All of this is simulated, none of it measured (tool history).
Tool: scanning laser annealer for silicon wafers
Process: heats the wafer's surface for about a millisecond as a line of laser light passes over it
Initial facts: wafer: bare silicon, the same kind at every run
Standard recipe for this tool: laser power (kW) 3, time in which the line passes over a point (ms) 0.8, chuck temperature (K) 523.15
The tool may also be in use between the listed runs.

run,hour,laser power (kW),time in which the line passes over a point (ms),chuck temperature (K),highest temperature of the surface (K)
1,0,3,0.8,523.15,1238.15
2,48.3,3,0.8,523.15,1241.15
3,72.9,3,0.8,523.15,1239.15
4,95.6,3,0.8,523.15,1236.15
5,144.7,3,0.8,523.15,1239.15
6,184.9,3,0.8,500.15,1213.15
# hour 191.9: window over the wafer cleaned
7,215.6,3,0.8,500.15,1205.15
8,257.5,2.843,0.8,523.15,1189.15
9,297.6,3,0.8,523.15,1225.15
# hour 330.7: window over the wafer cleaned, once more
10,348.7,3,0.8,523.15,1274.15
11,393.2,3.117,0.8,523.15,1302.15
12,445.2,3.117,0.772,523.15,1288.15
13,490.3,3.117,0.772,523.15,1286.15
14,522.2,3.117,0.772,523.15,1286.15
15,555.5,2.636,0.735,555.15,1177.15
16,582.7,3.118,0.618,523.15,1202.15
17,623.6,3.118,0.618,523.15,1200.15
18,665.5,2.67,0.618,523.15,1097.15
19,710.3,2.67,0.618,523.15,1097.15
20,740.9,2.67,0.618,523.15,1097.15
21,790.5,2.695,0.583,525.15,1086.15

Branching from run 21: 5 alternative next runs. What would each branch give?
A,828.3,3.206,0.749,548.15,?
B,828.3,2.581,0.583,525.15,?
C,828.3,3.281,0.583,525.15,?
D,828.3,2.695,0.583,504.15,?
E,828.3,2.652,0.854,523.15,?

run,highest temperature of the surface (K)
A,1315.15
B,1065.15
C,1219.15
D,1066.15
E,1196.15
Take away the tool's hidden state, keep each run's random variation, and the runs would have read:
run,highest temperature of the surface (K)
A,1329.15
B,1075.15
C,1231.15
D,1076.15
E,1208.15

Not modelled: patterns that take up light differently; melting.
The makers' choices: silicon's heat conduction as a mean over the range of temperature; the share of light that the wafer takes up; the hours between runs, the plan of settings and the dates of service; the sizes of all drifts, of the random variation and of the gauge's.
